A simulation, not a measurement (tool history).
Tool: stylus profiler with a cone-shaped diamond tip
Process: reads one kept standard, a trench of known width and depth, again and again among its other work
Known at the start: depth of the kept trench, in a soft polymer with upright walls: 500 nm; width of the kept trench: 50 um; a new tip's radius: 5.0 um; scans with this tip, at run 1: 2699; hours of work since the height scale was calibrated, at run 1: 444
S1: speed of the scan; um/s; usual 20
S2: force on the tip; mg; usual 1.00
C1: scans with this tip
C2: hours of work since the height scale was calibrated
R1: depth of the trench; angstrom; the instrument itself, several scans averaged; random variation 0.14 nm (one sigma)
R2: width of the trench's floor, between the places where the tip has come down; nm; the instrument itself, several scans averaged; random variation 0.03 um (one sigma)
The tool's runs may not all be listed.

run    hour  S1    S2     C1    C2      R1     R2
  1     0.0  20  1.00   2699   444  5020.7  45540
  2    66.2  20  1.00   2907   478  5018.7  45560
  3   145.3  20  1.97   3156   519  5034.3  45580
  4   215.3  20  1.00   3377   555  5022.1  45520
  5   280.6  20  1.00   3582   589  5018.7  45530
  6   344.5  20  1.00   3783   622  5022.5  45620
  7   396.5  20  1.00   3946   649  5021.8  45550
  8   440.0  20  0.83   4083   671  5018.0  45530
  9   516.6  20  0.83   4324   711  5017.8  45520
 10   616.5  20  2.72   4639   762  5038.1  45600
 11   713.6  20  2.72   4944   813  5039.4  45580
 12   809.5  20  2.72   5246   862  5038.6  45580
 13   891.0  20  2.72   5502   904  5043.0  45560
 14   951.0  20  2.72   5691   935  5040.8  45580
 15  1049.9  75  1.00   6002   987  5022.9  45290
 16  1107.9  11  1.00   6185  1017  5019.5  45600
 17  1167.5  52  1.00   6372  1047  5018.8  45370
 18  1241.7  20  1.00   6606  1086  5021.0  45580
 19  1341.4  68  1.00   6919  1137  5018.5  45300
 20  1390.2   7  0.86   7073  1163  5019.0  45600
 21  1488.1  74  1.29   7381  1213  5026.3  45280
 22  1544.9  31  2.26   7559  1243  5035.9  45470
 23  1604.7  31  1.17   7747  1273  5021.9  45530
 24  1688.2   6  1.17   8010  1317  5022.2  45550
 25  1734.2   6  1.54   8155  1340  5028.1  45610
 26  1788.5   6  1.54   8326  1368  5026.8  45570
 27  1846.9  41  2.44   8509  1399  5036.5  45550
 28  1897.4  41  2.44   8668  1425  5036.4  45510
 29  1950.1  34  1.72   8834  1452  5027.6  45480
 30  1997.0  34  1.72   8982  1476  5030.6  45530
 31  2049.4  39  0.73   9146  1503  5016.7  45410
 32  2106.5  31  0.41   9326  1533  5010.6  45390
 33  2171.6  55  1.86   9531  1567  5031.0  45430
 34  2255.9  28  0.36   9796  1610  5009.3  45440
 35  2349.6  28  0.36  10091  1659  5011.4  45420

Forecast each of these 3 alternatives for the next run:
  A  2414.4   7  2.14  10295  1692   ?   ?
  B  2414.4  32  2.26  10295  1692   ?   ?
  C  2414.4  30  0.71  10295  1692   ?   ?

run      R1     R2
  A  5035.4  45660
  B  5035.6  45480
  C  5017.7  45470
Without the tool's hidden state the same runs would have given:
run      R1     R2
  A  5035.6  45670
  B  5035.8  45490
  C  5017.9  45480

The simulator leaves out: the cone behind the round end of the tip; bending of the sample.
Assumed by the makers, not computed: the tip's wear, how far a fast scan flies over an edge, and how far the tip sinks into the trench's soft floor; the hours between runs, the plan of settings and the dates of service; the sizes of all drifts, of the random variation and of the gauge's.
